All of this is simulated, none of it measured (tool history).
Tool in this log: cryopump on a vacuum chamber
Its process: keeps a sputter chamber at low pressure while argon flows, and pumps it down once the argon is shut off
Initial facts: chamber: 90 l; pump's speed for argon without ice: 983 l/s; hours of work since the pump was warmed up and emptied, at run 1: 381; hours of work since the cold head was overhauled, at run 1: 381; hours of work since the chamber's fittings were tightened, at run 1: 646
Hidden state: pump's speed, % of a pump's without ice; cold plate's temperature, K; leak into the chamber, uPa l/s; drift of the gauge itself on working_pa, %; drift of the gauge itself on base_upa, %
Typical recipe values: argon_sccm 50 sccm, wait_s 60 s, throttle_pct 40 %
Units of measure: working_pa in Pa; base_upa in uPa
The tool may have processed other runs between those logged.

run,hour,argon_sccm,wait_s,throttle_pct,hours of work since the pump was warmed up and emptied,hours of work since the cold head was overhauled,hours of work since the chamber's fittings were tightened,working_pa,base_upa
1,0.0,50,60,40,381,381,646,0.2234,2.83
2,13.7,50,60,48,389,389,655,0.1866,2.75
3,28.3,83,60,40,398,398,664,0.3750,2.86
4,41.2,90,60,40,406,406,672,0.4031,2.82
5,58.5,90,60,40,417,417,683,0.4061,2.93
6,72.2,50,21,40,426,426,691,0.2249,3.94
7,84.7,50,21,40,433,433,699,0.2251,4.11
8,102.7,50,21,40,445,445,710,0.2247,4.03
9,115.7,50,21,40,453,453,718,0.2284,4.08
10,131.4,50,60,40,462,462,728,0.2261,3.06
11,141.5,50,60,40,469,469,734,0.2253,3.02
12,156.8,50,60,40,478,478,744,0.2270,3.13
13,170.9,50,60,40,487,487,752,0.2272,3.04
14,187.4,50,60,40,497,497,763,0.2253,3.37
15,203.8,50,60,40,507,507,773,0.2280,3.17
16,216.6,50,133,40,515,515,781,0.2255,3.00
17,226.0,50,133,40,521,521,787,0.2265,2.97
18,244.0,28,60,40,532,532,798,0.1279,3.33
19,260.2,23,228,30,542,542,808,0.1386,2.98
20,277.7,23,228,30,553,553,819,0.1372,2.99
21,289.4,32,228,31,561,561,826,0.1880,3.07
22,299.4,32,277,41,567,567,832,0.1441,3.01
23,311.1,32,189,22,574,574,839,0.2599,3.11
24,320.2,32,189,22,580,580,845,0.2602,3.21
25,328.5,77,99,29,585,585,850,0.4776,3.37
26,340.0,93,60,40,592,592,857,0.4299,3.60
27,356.8,93,60,40,602,602,868,0.4230,3.60
28,374.8,93,60,40,614,614,879,0.4287,3.59
29,391.0,57,60,21,624,624,889,0.4864,3.65
30,400.2,59,42,42,629,629,895,0.2589,4.08
31,417.7,59,215,54,640,640,906,0.2077,3.44
32,433.2,39,79,57,650,650,915,0.1292,3.60
33,446.3,39,155,17,658,658,923,0.4060,3.54
34,462.7,35,62,40,668,668,934,0.1635,3.89

Subtracting, for every run, the result it would have given without the tool's unlogged condition from the measured result gives the following. The same run-to-run variation enters both numbers; the gauge's scatter may not:
run,working_pa,base_upa
1,+0.0088,+1.98
2,+0.0089,+1.95
3,+0.0153,+2.03
4,+0.0169,+2.02
5,+0.0175,+2.10
6,+0.0100,+2.14
7,+0.0101,+2.24
8,+0.0104,+2.21
9,+0.0108,+2.24
10,+0.0109,+2.25
11,+0.0111,+2.22
12,+0.0114,+2.30
13,+0.0116,+2.29
14,+0.0119,+2.49
15,+0.0122,+2.39
16,+0.0123,+2.46
17,+0.0126,+2.43
18,+0.0072,+2.50
19,+0.0060,+2.54
20,+0.0061,+2.56
21,+0.0088,+2.61
22,+0.0089,+2.62
23,+0.0089,+2.65
24,+0.0091,+2.73
25,+0.0220,+2.75
26,+0.0273,+2.78
27,+0.0274,+2.79
28,+0.0283,+2.80
29,+0.0177,+2.87
30,+0.0184,+2.99
31,+0.0190,+2.97
32,+0.0126,+2.93
33,+0.0129,+3.07
34,+0.0119,+3.08
